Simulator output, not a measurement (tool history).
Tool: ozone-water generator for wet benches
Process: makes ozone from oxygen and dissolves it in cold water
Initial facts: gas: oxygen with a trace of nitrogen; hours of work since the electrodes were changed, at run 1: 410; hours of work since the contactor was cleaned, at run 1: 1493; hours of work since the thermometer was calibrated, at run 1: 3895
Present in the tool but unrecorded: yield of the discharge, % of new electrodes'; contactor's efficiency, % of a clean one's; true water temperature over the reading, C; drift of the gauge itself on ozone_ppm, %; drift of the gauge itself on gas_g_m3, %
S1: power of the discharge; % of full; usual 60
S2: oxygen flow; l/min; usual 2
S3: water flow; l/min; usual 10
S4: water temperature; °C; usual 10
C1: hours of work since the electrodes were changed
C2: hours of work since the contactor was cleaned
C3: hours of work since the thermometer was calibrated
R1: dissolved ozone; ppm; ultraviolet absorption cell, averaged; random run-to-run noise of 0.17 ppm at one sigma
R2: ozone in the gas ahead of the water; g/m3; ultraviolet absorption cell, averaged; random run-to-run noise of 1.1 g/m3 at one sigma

{"run": 1, "hour": 0.0, "S1": 60, "S2": 2, "S3": 10, "S4": 10, "C1": 410, "C2": 1493, "C3": 3895, "R1": 21.7, "R2": 195.3}
{"run": 2, "hour": 20.8, "S1": 60, "S2": 2, "S3": 10, "S4": 7, "C1": 423, "C2": 1506, "C3": 3908, "R1": 22.4, "R2": 198.1}
{"run": 3, "hour": 49.2, "S1": 60, "S2": 2, "S3": 10, "S4": 7, "C1": 441, "C2": 1524, "C3": 3926, "R1": 21.7, "R2": 195.7}
{"run": 4, "hour": 67.5, "S1": 49, "S2": 2, "S3": 10, "S4": 10, "C1": 452, "C2": 1535, "C3": 3937, "R1": 19, "R2": 169.8}
{"run": 5, "hour": 90.5, "S1": 49, "S2": 2, "S3": 10, "S4": 10, "C1": 467, "C2": 1550, "C3": 3952, "R1": 18.9, "R2": 170}
{"run": 6, "hour": 104.5, "S1": 67, "S2": 2, "S3": 10, "S4": 10, "C1": 476, "C2": 1559, "C3": 3960, "R1": 23.1, "R2": 208.3}
{"run": 7, "hour": 132.1, "S1": 67, "S2": 2, "S3": 10, "S4": 10, "C1": 493, "C2": 1576, "C3": 3978, "R1": 23.3, "R2": 210.2}
{"run": 8, "hour": 149.7, "S1": 67, "S2": 2, "S3": 10, "S4": 10, "C1": 504, "C2": 1587, "C3": 3989, "R1": 23, "R2": 211.1}
{"run": 9, "hour": 177.8, "S1": 67, "S2": 2, "S3": 10, "S4": 10, "C1": 522, "C2": 1605, "C3": 4007, "R1": 22.9, "R2": 211}
{"run": 10, "hour": 190.2, "S1": 67, "S2": 2, "S3": 8, "S4": 10, "C1": 530, "C2": 1612, "C3": 4014, "R1": 28.2, "R2": 209.9}
{"run": 11, "hour": 213.3, "S1": 60, "S2": 2, "S3": 6, "S4": 10, "C1": 544, "C2": 1627, "C3": 4029, "R1": 32.6, "R2": 197}
{"run": 12, "hour": 236.4, "S1": 60, "S2": 2, "S3": 10, "S4": 10, "C1": 559, "C2": 1642, "C3": 4043, "R1": 21.6, "R2": 194.9}
{"run": 13, "hour": 260.0, "S1": 60, "S2": 2, "S3": 10, "S4": 10, "C1": 574, "C2": 1656, "C3": 4058, "R1": 21.6, "R2": 195.4}
{"run": 14, "hour": 285.7, "S1": 60, "S2": 2, "S3": 10, "S4": 10, "C1": 590, "C2": 1673, "C3": 4074, "R1": 21.4, "R2": 197.2}
{"run": 15, "hour": 306.7, "S1": 60, "S2": 1.82, "S3": 10, "S4": 12, "C1": 603, "C2": 1686, "C3": 4088, "R1": 20.3, "R2": 202.3}
{"run": 16, "hour": 320.0, "S1": 60, "S2": 1.82, "S3": 10, "S4": 12, "C1": 611, "C2": 1694, "C3": 4096, "R1": 20.6, "R2": 204}
{"run": 17, "hour": 345.8, "S1": 60, "S2": 1.82, "S3": 10, "S4": 12, "C1": 628, "C2": 1710, "C3": 4112, "R1": 20.6, "R2": 202}
{"run": 18, "hour": 359.6, "S1": 60, "S2": 1.82, "S3": 10, "S4": 12, "C1": 636, "C2": 1719, "C3": 4121, "R1": 20.4, "R2": 202.5}
{"run": 19, "hour": 380.2, "S1": 60, "S2": 2, "S3": 7, "S4": 10, "C1": 649, "C2": 1732, "C3": 4134, "R1": 29.6, "R2": 196.2}
{"hour": 402.6, "done": "water thermometer calibrated"}
{"run": 20, "hour": 408.4, "S1": 60, "S2": 2, "S3": 7, "S4": 10, "C1": 667, "C2": 1749, "C3": 4, "R1": 29.1, "R2": 195}
{"run": 21, "hour": 429.0, "S1": 62, "S2": 2, "S3": 9, "S4": 10, "C1": 680, "C2": 1762, "C3": 17, "R1": 24.1, "R2": 201.9}
{"run": 22, "hour": 447.8, "S1": 59, "S2": 1.37, "S3": 8, "S4": 6, "C1": 691, "C2": 1774, "C3": 28, "R1": 24.1, "R2": 224.6}
{"run": 23, "hour": 474.2, "S1": 59, "S2": 1.37, "S3": 8, "S4": 6, "C1": 708, "C2": 1791, "C3": 45, "R1": 24.5, "R2": 224.7}

Some steps in R1 between neighbouring runs. How much of each would the tool show without its hidden state too (settings, what came in, random variation), and how much is left for the hidden state, with any gauge scatter that isn't in both results?
Run 5 -> 6: S1 49 -> 67. R1 +4.2 ppm: hidden state -0.2, all else +4.4.
Run 11 -> 12: S3 6 -> 10. R1 -11 ppm: hidden state +0.1, all else -11.1.
Run 18 -> 19: S2 1.82 -> 2, S3 10 -> 7, S4 12 -> 10. R1 +9.2 ppm: hidden state -0.2, all else +9.4.
